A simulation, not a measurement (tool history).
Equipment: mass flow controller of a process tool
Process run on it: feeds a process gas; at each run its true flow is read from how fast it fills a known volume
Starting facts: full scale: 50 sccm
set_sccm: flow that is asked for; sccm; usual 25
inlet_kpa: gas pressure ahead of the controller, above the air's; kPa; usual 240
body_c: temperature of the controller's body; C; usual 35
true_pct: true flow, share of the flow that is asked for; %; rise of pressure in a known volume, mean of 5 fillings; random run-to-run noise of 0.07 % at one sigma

run	day	set_sccm	inlet_kpa	body_c	true_pct
1	0	25	240	35	96.18
2	5.596	25	240	35	96.07
3	11.446	25	240	35	96.06
4	17.929	25	240	35	96.1
5	26.346	25	240	35	96.06
6	31.367	25	240	35	96.03
7	34.767	25	240	31	96.34
8	40.296	25	240	31	96.34
9	44.329	42	240	35	96.58
10	48.538	24	240	35	95.96
11	53.542	24	240	35	96.14
12	59.675	24	240	35	95.97
13	68.058	24	240	35	95.97
14	72.708	24	240	35	96.01
15	79.088	24	256	35	96.04
16	86.271	25	240	35	96.12
17	91.175	49	240	35	96.73
18	96.067	49	240	35	96.63
19	101.321	49	197	35	96.65
20	104.833	25	167	35	96.1
21	109.042	7	182	21	98.73
22	113.304	15	207	27	96.74
23	119.579	28	255	35	95.9
24	123.575	9	240	20	98.03
25	128.992	24	146	35	96.26
26	132.471	12	207	35	96.76
27	140.312	12	207	35	96.92
28	147.496	14	240	20	97.3
29	155.788	39	224	36	95.94
30	163.208	11	209	28	97.41
31	170.988	18	193	35	96.38
32	177.104	18	165	35	96.35
33	181.225	39	183	26	96.61
# day 182.083: controller exchanged for a calibrated one
34	186.925	19	240	40	98.07
35	193.888	9	237	38	97.85
36	200.212	13	240	36	98.12
37	205.775	13	263	36	97.99
38	209.429	41	256	28	99.39
39	214.096	12	195	39	98.16
40	220.804	12	275	25	98.62

5 options for the next run, each taken on its own from the tool as it stands now. Forecast them:
A	228.929	6	172	20	?
B	228.929	42	240	21	?
C	228.929	23	240	25	?
D	228.929	12	198	21	?
E	228.929	46	168	33	?

run	true_pct
A	99.73
B	99.83
C	98.96
D	99.06
E	99.67
Without the tool's hidden state the same runs would have given:
run	true_pct
A	98.37
B	99.72
C	98.68
D	98.43
E	99.58
